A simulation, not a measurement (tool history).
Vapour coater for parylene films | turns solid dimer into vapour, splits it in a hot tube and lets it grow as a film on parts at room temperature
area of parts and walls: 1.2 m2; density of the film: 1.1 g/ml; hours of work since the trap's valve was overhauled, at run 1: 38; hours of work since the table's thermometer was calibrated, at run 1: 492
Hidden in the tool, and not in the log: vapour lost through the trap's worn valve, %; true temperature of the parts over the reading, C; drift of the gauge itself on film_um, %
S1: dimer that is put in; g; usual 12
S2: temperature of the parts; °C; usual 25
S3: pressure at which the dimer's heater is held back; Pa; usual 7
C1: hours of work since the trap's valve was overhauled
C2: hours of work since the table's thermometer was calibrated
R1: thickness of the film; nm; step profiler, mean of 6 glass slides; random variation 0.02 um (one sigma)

| run | day | S1 | S2 | S3 | C1 | C2 | R1 |
|---|---|---|---|---|---|---|---|
| 1 | 0 | 12 | 25 | 7 | 38 | 492 | 4010 |
| 2 | 1.533 | 12 | 25 | 3.13 | 60 | 515 | 4370 |
| 3 | 3.004 | 12 | 25 | 3.13 | 81 | 536 | 4340 |
| 4 | 3.779 | 12 | 25 | 7 | 92 | 547 | 4020 |
| 5 | 5.033 | 12 | 25 | 7 | 110 | 565 | 3980 |
| 6 | 6.129 | 6 | 25 | 7 | 126 | 581 | 1990 |
| 7 | 7.229 | 12 | 25 | 7 | 142 | 597 | 4000 |
| 8 | 7.967 | 12 | 25 | 7 | 153 | 607 | 4030 |
| 9 | 8.671 | 12 | 25 | 5.99 | 163 | 618 | 4060 |
| 10 | 9.779 | 12 | 25 | 5.99 | 179 | 634 | 4050 |
| 11 | 10.721 | 12 | 25 | 5.99 | 193 | 647 | 4100 |
|  | 11.583 | trap's valve overhauled |
| 12 | 12.171 | 12 | 25 | 5.99 | 9 | 666 | 4040 |
| 13 | 12.954 | 12 | 25 | 5.76 | 20 | 677 | 4110 |
| 14 | 14.517 | 14 | 25 | 7 | 42 | 700 | 4700 |
| 15 | 15.933 | 14 | 25 | 7 | 63 | 720 | 4710 |
| 16 | 17.271 | 14 | 25 | 7 | 82 | 739 | 4720 |
| 17 | 18.4 | 14 | 25 | 7 | 98 | 756 | 4720 |
| 18 | 19.946 | 6 | 33 | 3.03 | 121 | 778 | 1580 |
| 19 | 21.417 | 13 | 21 | 6.36 | 142 | 799 | 5230 |
| 20 | 22.583 | 22 | 18 | 2.6 | 159 | 816 | 10930 |
| 21 | 23.942 | 10 | 25 | 3.88 | 178 | 836 | 3570 |
| 22 | 24.896 | 13 | 27 | 7.26 | 192 | 849 | 4030 |
|  | 25.742 | trap's valve overhauled |
| 23 | 26.329 | 13 | 27 | 7.26 | 9 | 868 | 4060 |
| 24 | 27.617 | 13 | 27 | 7.26 | 27 | 886 | 4070 |
| 25 | 28.833 | 12 | 27 | 9.16 | 45 | 904 | 3660 |
| 26 | 29.496 | 5 | 19 | 5.34 | 54 | 913 | 2240 |
| 27 | 30.638 | 5 | 19 | 5.34 | 71 | 930 | 2220 |
| 28 | 32.071 | 5 | 19 | 5.34 | 91 | 951 | 2220 |
| 29 | 33.042 | 12 | 37 | 11.81 | 105 | 965 | 2370 |
| 30 | 34.404 | 12 | 25 | 10.2 | 125 | 984 | 3900 |
| 31 | 35.804 | 12 | 25 | 10.46 | 145 | 1004 | 3940 |

4 ways to go on from here, each from the tool as it stands after run 31. What would each give?
| A | 37.125 | 8 | 34 | 11.01 | 164 | 1024 | ? |
| B | 37.125 | 11 | 25 | 8.08 | 164 | 1024 | ? |
| C | 37.125 | 9 | 35 | 10.46 | 164 | 1024 | ? |
| D | 37.125 | 8 | 23 | 10.44 | 164 | 1024 | ? |

| run | R1 |
|---|---|
| A | 1810 |
| B | 3710 |
| C | 1970 |
| D | 2850 |
Without the tool's hidden state the same runs would have given:
| run | R1 |
|---|---|
| A | 1760 |
| B | 3620 |
| C | 1920 |
| D | 2780 |
